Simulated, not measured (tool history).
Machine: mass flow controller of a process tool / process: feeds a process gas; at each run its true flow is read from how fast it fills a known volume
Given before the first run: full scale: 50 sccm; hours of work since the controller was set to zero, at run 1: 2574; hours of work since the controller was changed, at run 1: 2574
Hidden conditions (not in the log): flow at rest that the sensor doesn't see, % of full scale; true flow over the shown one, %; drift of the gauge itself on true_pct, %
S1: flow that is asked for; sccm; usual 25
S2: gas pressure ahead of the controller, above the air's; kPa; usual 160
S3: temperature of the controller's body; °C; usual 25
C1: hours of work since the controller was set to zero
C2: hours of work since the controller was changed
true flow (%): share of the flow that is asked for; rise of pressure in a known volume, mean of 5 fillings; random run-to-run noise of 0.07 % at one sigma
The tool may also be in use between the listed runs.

run 1 hour=0.0 | S1=25 S2=160 S3=25 | C1=2574 C2=2574 | true_flow_(%)=96.58
run 2 hour=196.0 | S1=25 S2=160 S3=25 | C1=2705 C2=2705 | true_flow_(%)=96.43
run 3 hour=535.5 | S1=25 S2=160 S3=25 | C1=2932 C2=2932 | true_flow_(%)=96.22
run 4 hour=843.1 | S1=24 S2=160 S3=25 | C1=3138 C2=3138 | true_flow_(%)=96.01
run 5 hour=1000.3 | S1=25 S2=165 S3=25 | C1=3244 C2=3244 | true_flow_(%)=96.05
run 6 hour=1167.8 | S1=25 S2=160 S3=25 | C1=3356 C2=3356 | true_flow_(%)=95.70
run 7 hour=1467.8 | S1=25 S2=160 S3=25 | C1=3557 C2=3557 | true_flow_(%)=95.66
run 8 hour=1698.7 | S1=9 S2=160 S3=25 | C1=3711 C2=3711 | true_flow_(%)=93.52
run 9 hour=1844.8 | S1=9 S2=160 S3=25 | C1=3809 C2=3809 | true_flow_(%)=93.45
run 10 hour=2128.9 | S1=9 S2=160 S3=25 | C1=4000 C2=4000 | true_flow_(%)=93.11
run 11 hour=2280.4 | S1=9 S2=160 S3=25 | C1=4101 C2=4101 | true_flow_(%)=92.80
run 12 hour=2590.5 | S1=6 S2=160 S3=25 | C1=4309 C2=4309 | true_flow_(%)=91.05
run 13 hour=2744.5 | S1=25 S2=160 S3=25 | C1=4412 C2=4412 | true_flow_(%)=94.55
run 14 hour=3088.8 | S1=25 S2=160 S3=25 | C1=4643 C2=4643 | true_flow_(%)=94.42
run 15 hour=3307.1 | S1=11 S2=160 S3=25 | C1=4789 C2=4789 | true_flow_(%)=92.59
run 16 hour=3498.1 | S1=25 S2=160 S3=25 | C1=4917 C2=4917 | true_flow_(%)=94.06
run 17 hour=3674.1 | S1=25 S2=160 S3=25 | C1=5034 C2=5034 | true_flow_(%)=93.87
run 18 hour=4005.0 | S1=25 S2=160 S3=25 | C1=5256 C2=5256 | true_flow_(%)=93.70
-- hour=4230.4 controller exchanged for a calibrated one
run 19 hour=4235.1 | S1=25 S2=160 S3=25 | C1=3 C2=3 | true_flow_(%)=98.83
run 20 hour=4520.3 | S1=25 S2=154 S3=25 | C1=194 C2=194 | true_flow_(%)=98.68
run 21 hour=4832.6 | S1=25 S2=154 S3=25 | C1=403 C2=403 | true_flow_(%)=98.56
-- hour=4858.6 controller's zero set anew
run 22 hour=5095.7 | S1=25 S2=154 S3=25 | C1=159 C2=579 | true_flow_(%)=98.32
run 23 hour=5320.8 | S1=25 S2=160 S3=25 | C1=310 C2=730 | true_flow_(%)=98.19
-- hour=5350.5 controller's zero set anew, once more
run 24 hour=5658.6 | S1=25 S2=160 S3=25 | C1=206 C2=956 | true_flow_(%)=98.08
run 25 hour=5873.2 | S1=25 S2=160 S3=25 | C1=350 C2=1100 | true_flow_(%)=97.89
run 26 hour=6040.3 | S1=9 S2=154 S3=25 | C1=462 C2=1211 | true_flow_(%)=97.30
run 27 hour=6244.1 | S1=21 S2=260 S3=25 | C1=598 C2=1348 | true_flow_(%)=98.28
run 28 hour=6459.7 | S1=21 S2=260 S3=25 | C1=743 C2=1492 | true_flow_(%)=98.10
run 29 hour=6689.9 | S1=25 S2=166 S3=27 | C1=897 C2=1647 | true_flow_(%)=97.42
run 30 hour=6884.0 | S1=25 S2=186 S3=27 | C1=1027 C2=1777 | true_flow_(%)=97.60
run 31 hour=7184.9 | S1=25 S2=186 S3=27 | C1=1229 C2=1978 | true_flow_(%)=97.26
run 32 hour=7363.6 | S1=33 S2=179 S3=25 | C1=1348 C2=2098 | true_flow_(%)=97.24
run 33 hour=7650.0 | S1=48 S2=264 S3=22 | C1=1540 C2=2290 | true_flow_(%)=97.98
run 34 hour=7988.9 | S1=38 S2=161 S3=26 | C1=1767 C2=2517 | true_flow_(%)=96.89
run 35 hour=8307.2 | S1=37 S2=167 S3=36 | C1=1980 C2=2730 | true_flow_(%)=97.45
run 36 hour=8566.4 | S1=14 S2=175 S3=36 | C1=2154 C2=2903 | true_flow_(%)=96.08
run 37 hour=8861.0 | S1=27 S2=160 S3=39 | C1=2351 C2=3101 | true_flow_(%)=96.85
run 38 hour=9176.7 | S1=25 S2=151 S3=39 | C1=2562 C2=3312 | true_flow_(%)=96.33
run 39 hour=9463.2 | S1=13 S2=151 S3=35 | C1=2754 C2=3504 | true_flow_(%)=95.00
run 40 hour=9776.2 | S1=25 S2=200 S3=37 | C1=2964 C2=3714 | true_flow_(%)=96.11
run 41 hour=10039.1 | S1=25 S2=200 S3=37 | C1=3140 C2=3890 | true_flow_(%)=95.91
run 42 hour=10383.0 | S1=25 S2=200 S3=37 | C1=3370 C2=4120 | true_flow_(%)=95.78
run 43 hour=10553.3 | S1=25 S2=177 S3=27 | C1=3484 C2=4234 | true_flow_(%)=94.68
run 44 hour=10802.3 | S1=25 S2=177 S3=27 | C1=3651 C2=4401 | true_flow_(%)=94.58
run 45 hour=10958.0 | S1=25 S2=177 S3=27 | C1=3756 C2=4505 | true_flow_(%)=94.57
run 46 hour=11130.7 | S1=25 S2=177 S3=27 | C1=3871 C2=4621 | true_flow_(%)=94.39
run 47 hour=11358.7 | S1=25 S2=177 S3=27 | C1=4024 C2=4773 | true_flow_(%)=94.03
run 48 hour=11504.8 | S1=25 S2=206 S3=25 | C1=4122 C2=4871 | true_flow_(%)=94.13
run 49 hour=11703.3 | S1=17 S2=152 S3=25 | C1=4255 C2=5004 | true_flow_(%)=92.87

Forecast each of these 3 alternatives for the next run:
run A hour=12004.2 | S1=17 S2=147 S3=38 | C1=4456 C2=5206 | true_flow_(%)=?
run B hour=12004.2 | S1=25 S2=183 S3=28 | C1=4456 C2=5206 | true_flow_(%)=?
run C hour=12004.2 | S1=6 S2=141 S3=25 | C1=4456 C2=5206 | true_flow_(%)=?

run=A true_flow_(%)=93.58
run=B true_flow_(%)=93.80
run=C true_flow_(%)=89.48
With no hidden state in the tool, these same runs would have given:
run=A true_flow_(%)=99.85
run=B true_flow_(%)=99.57
run=C true_flow_(%)=98.62
